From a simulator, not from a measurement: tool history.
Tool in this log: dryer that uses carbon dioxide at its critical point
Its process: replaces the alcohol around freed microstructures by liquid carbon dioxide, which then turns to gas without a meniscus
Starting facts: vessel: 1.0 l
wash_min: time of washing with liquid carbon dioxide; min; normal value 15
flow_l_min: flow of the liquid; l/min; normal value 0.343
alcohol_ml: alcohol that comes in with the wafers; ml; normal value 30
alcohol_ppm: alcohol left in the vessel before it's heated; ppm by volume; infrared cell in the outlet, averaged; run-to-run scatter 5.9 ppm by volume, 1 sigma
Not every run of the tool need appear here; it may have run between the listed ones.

run	hour	wash_min	flow_l_min	alcohol_ml	alcohol_ppm
1	0	15	0.343	30	363
# hour 14.6: inlet filter changed
2	22.5	15	0.343	30	221
3	38	15	0.343	30	234
4	54.4	15	0.343	30	231
5	70.3	12	0.343	30	601
6	92.6	12	0.343	30	608
7	117.9	12	0.343	30	608
8	134.4	15	0.343	23	197
9	145.9	15	0.343	23	204
10	160.8	15	0.343	23	204
11	182.7	15	0.343	23	200
12	211.2	15	0.343	23	215
13	235.8	15	0.343	23	210
14	248.9	15	0.343	23	219
15	270.1	15	0.343	23	218
16	290.9	9	0.343	30	1792
17	305.2	9	0.343	30	1797
18	317.1	15	0.343	30	300
19	343.9	15	0.467	30	69
20	360.1	15	0.467	30	78
21	384.9	15	0.467	30	87
22	408.7	15	0.467	30	84
23	431.8	23	0.467	30	27
24	452.6	15	0.392	30	184
25	479.2	21	0.336	30	84
26	497.4	12	0.442	99	920
27	521.5	12	0.417	85	1046
28	549.6	12	0.417	85	1049
29	567.6	15	0.216	23	1398
30	593	15	0.216	23	1461
# hour 619.7: inlet filter changed
31	620.5	12	0.399	76	736
32	632	21	0.3	60	171
33	649.6	9	0.343	69	3538
34	666.8	15	0.386	25	133
35	682.7	22	0.295	48	130
36	698	19	0.288	76	446
37	710.6	19	0.288	76	445
38	730	14	0.343	30	351
39	746.2	11	0.266	23	1478
40	769.3	21	0.506	21	47
41	794.4	15	0.343	47	405
42	809.8	15	0.385	47	247

Alternative continuations, all from the tool just after run 42; predict every row:
A	827.2	14	0.385	56	?
B	827.2	9	0.343	30	?
C	827.2	18	0.236	90	?
D	827.2	11	0.512	118	?
E	827.2	15	0.445	27	?

run	alcohol_ppm
A	407
B	1709
C	1771
D	628
E	94
The same runs, with their run-to-run variation unchanged, on a tool lacking any hidden condition would have given:
run	alcohol_ppm
A	303
B	1490
C	1482
D	481
E	47

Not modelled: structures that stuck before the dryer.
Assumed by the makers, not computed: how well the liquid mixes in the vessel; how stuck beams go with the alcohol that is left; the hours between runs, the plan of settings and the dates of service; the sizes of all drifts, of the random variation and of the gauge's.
